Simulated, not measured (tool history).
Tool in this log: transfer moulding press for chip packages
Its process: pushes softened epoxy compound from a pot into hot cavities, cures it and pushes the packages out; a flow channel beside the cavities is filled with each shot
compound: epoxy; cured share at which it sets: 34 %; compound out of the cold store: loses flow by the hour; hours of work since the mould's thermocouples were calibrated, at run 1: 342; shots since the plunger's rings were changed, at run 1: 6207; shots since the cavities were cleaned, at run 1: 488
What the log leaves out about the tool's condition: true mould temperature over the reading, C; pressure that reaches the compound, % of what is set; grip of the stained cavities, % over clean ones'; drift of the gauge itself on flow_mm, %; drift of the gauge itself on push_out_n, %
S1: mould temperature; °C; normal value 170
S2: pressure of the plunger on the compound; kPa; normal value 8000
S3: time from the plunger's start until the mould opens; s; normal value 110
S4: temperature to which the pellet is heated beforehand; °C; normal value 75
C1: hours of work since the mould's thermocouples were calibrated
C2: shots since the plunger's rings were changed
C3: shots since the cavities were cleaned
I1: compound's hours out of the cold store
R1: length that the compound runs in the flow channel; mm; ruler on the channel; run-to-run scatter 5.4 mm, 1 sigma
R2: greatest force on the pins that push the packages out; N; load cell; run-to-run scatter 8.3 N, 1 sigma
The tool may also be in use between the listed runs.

run   hour   S1    S2   S3  S4   C1    C2   C3    I1   R1   R2
  1      0  170  8000  110  75  342  6207  488  33.8  699  591
      14.3  -- cavities cleaned with cleaning compound and waxed
      24.3  -- plunger's sealing rings changed
  2   41.5  170  8000  110  75  357   107  154    33  738  470
  3   74.1  170  8000  110  75  370   310  357  23.1  765  574
  4   97.8  170  8000  110  75  380   458  505  16.2  787  640
       106  -- cavities cleaned with cleaning compound and waxed
  5  133.9  170  8000  110  75  394   673  173    43  706  485
  6  168.6  170  7320  110  75  408   890  390  40.3  676  561
       195  -- cavities cleaned with cleaning compound and waxed
  7  213.6  170  7320  110  75  425  1161  116  14.6  752  469
  8  239.8  170  8000  110  75  436  1324  279    31  735  551
     255.4  -- mould's thermocouples calibrated
     286.5  -- cavities cleaned with cleaning compound and waxed
  9  292.1  170  8000  110  75   14  1628   35  35.4  719  393
 10  346.3  170  8000  110  75   36  1966  373  18.7  763  560
     375.7  -- cavities cleaned with cleaning compound and waxed
 11    399  170  8000  110  75   57  2285  145  39.9  698  444
 12  441.9  170  6940  144  71   74  2553  413  36.8  653  445
     468.8  -- cavities cleaned with cleaning compound and waxed
 13  485.4  177  9590  133  80   91  2814  103  16.3  813  314
 14  510.8  169  9590  133  80  102  2972  261  45.4  763  423
 15  535.8  169  9590  133  66  112  3128  417  45.5  753  457
     558.2  -- cavities cleaned with cleaning compound and waxed
 16  580.7  173  7690  133  66  129  3399  140   9.5  766  356
 17  609.1  170  6800  102  75  141  3576  317  22.6  691  641
       650  -- cavities cleaned with cleaning compound and waxed
 18  651.5  170  6150  102  77  158  3831   10  13.6  675  464
 19  700.3  165  8140  128  82  177  4135  314  13.5  789  602
       739  -- cavities cleaned with cleaning compound and waxed
 20  739.7  170  6770  110  79  193  4371    5  40.6  627  378
 21  776.9  170  6770  110  79  208  4603  237  36.8  645  521

Here are 3 independent what-if runs from the current tool condition. What would each one return?
     829.6  -- cavities cleaned with cleaning compound and waxed
  A  830.3  170  9720  110  75  229  4926   4  46.1   ?   ?
     829.6  -- cavities cleaned with cleaning compound and waxed
  B  830.3  170  8000  110  75  229  4926   4  28.2   ?   ?
     829.6  -- cavities cleaned with cleaning compound and waxed
  C  830.3  170  6770  140  80  229  4926   4  18.5   ?   ?

run   R1   R2
  A  740  371
  B  721  388
  C  691  299
What these runs would have given with no unlogged condition in the tool:
run   R1   R2
  A  773  347
  B  753  361
  C  722  288
